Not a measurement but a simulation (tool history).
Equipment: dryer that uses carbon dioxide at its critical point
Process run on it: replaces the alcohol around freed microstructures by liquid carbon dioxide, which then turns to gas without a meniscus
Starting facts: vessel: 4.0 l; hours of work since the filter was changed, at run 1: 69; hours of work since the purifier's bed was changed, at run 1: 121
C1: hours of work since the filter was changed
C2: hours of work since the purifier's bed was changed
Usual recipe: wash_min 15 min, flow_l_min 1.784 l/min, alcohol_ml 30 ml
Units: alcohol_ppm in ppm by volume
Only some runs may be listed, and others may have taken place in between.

run 1 hour=0.0 | wash_min=15 flow_l_min=1.784 alcohol_ml=30 | C1=69 C2=121 | alcohol_ppm=69
run 2 hour=28.2 | wash_min=15 flow_l_min=1.784 alcohol_ml=30 | C1=81 C2=133 | alcohol_ppm=73
run 3 hour=52.9 | wash_min=15 flow_l_min=1.784 alcohol_ml=30 | C1=92 C2=144 | alcohol_ppm=84
run 4 hour=77.9 | wash_min=15 flow_l_min=1.784 alcohol_ml=30 | C1=103 C2=155 | alcohol_ppm=91
run 5 hour=110.0 | wash_min=15 flow_l_min=1.784 alcohol_ml=25 | C1=117 C2=168 | alcohol_ppm=93
run 6 hour=138.7 | wash_min=15 flow_l_min=1.390 alcohol_ml=30 | C1=129 C2=181 | alcohol_ppm=157
run 7 hour=159.5 | wash_min=15 flow_l_min=1.390 alcohol_ml=30 | C1=138 C2=190 | alcohol_ppm=161
run 8 hour=197.2 | wash_min=10 flow_l_min=1.390 alcohol_ml=30 | C1=154 C2=206 | alcohol_ppm=403
run 9 hour=212.5 | wash_min=11 flow_l_min=1.784 alcohol_ml=30 | C1=161 C2=212 | alcohol_ppm=186
run 10 hour=245.5 | wash_min=11 flow_l_min=1.784 alcohol_ml=30 | C1=175 C2=227 | alcohol_ppm=193
run 11 hour=272.6 | wash_min=15 flow_l_min=1.784 alcohol_ml=110 | C1=186 C2=238 | alcohol_ppm=173
run 12 hour=309.4 | wash_min=15 flow_l_min=1.784 alcohol_ml=110 | C1=202 C2=254 | alcohol_ppm=182
run 13 hour=327.6 | wash_min=15 flow_l_min=1.784 alcohol_ml=110 | C1=210 C2=262 | alcohol_ppm=178
run 14 hour=344.9 | wash_min=15 flow_l_min=1.950 alcohol_ml=110 | C1=217 C2=269 | alcohol_ppm=158
run 15 hour=374.3 | wash_min=15 flow_l_min=2.690 alcohol_ml=30 | C1=230 C2=282 | alcohol_ppm=134
run 16 hour=395.6 | wash_min=15 flow_l_min=2.690 alcohol_ml=30 | C1=239 C2=291 | alcohol_ppm=136
run 17 hour=415.7 | wash_min=15 flow_l_min=2.690 alcohol_ml=30 | C1=248 C2=300 | alcohol_ppm=143
run 18 hour=434.4 | wash_min=16 flow_l_min=2.630 alcohol_ml=29 | C1=256 C2=308 | alcohol_ppm=137
run 19 hour=467.8 | wash_min=15 flow_l_min=1.784 alcohol_ml=77 | C1=270 C2=322 | alcohol_ppm=205
run 20 hour=501.9 | wash_min=11 flow_l_min=1.550 alcohol_ml=35 | C1=285 C2=337 | alcohol_ppm=372
run 21 hour=532.1 | wash_min=11 flow_l_min=1.550 alcohol_ml=35 | C1=298 C2=350 | alcohol_ppm=372
run 22 hour=551.5 | wash_min=12 flow_l_min=1.550 alcohol_ml=80 | C1=306 C2=358 | alcohol_ppm=532
run 23 hour=566.7 | wash_min=17 flow_l_min=1.640 alcohol_ml=30 | C1=313 C2=364 | alcohol_ppm=196
-- hour=581.5 inlet filter changed
run 24 hour=585.6 | wash_min=17 flow_l_min=1.640 alcohol_ml=30 | C1=2 C2=372 | alcohol_ppm=174
run 25 hour=600.8 | wash_min=17 flow_l_min=1.640 alcohol_ml=30 | C1=8 C2=379 | alcohol_ppm=191

Run 26 has not been measured yet. What should we expect?
run 26 hour=636.2 | wash_min=17 flow_l_min=1.640 alcohol_ml=30 | C1=23 C2=394 | alcohol_ppm=?

Run 26 came out at alcohol_ppm 192 ppm by volume.
Take away the tool's hidden state, keep the run-to-run variation as it was, and the same run would have given alcohol_ppm 18 ppm by volume.

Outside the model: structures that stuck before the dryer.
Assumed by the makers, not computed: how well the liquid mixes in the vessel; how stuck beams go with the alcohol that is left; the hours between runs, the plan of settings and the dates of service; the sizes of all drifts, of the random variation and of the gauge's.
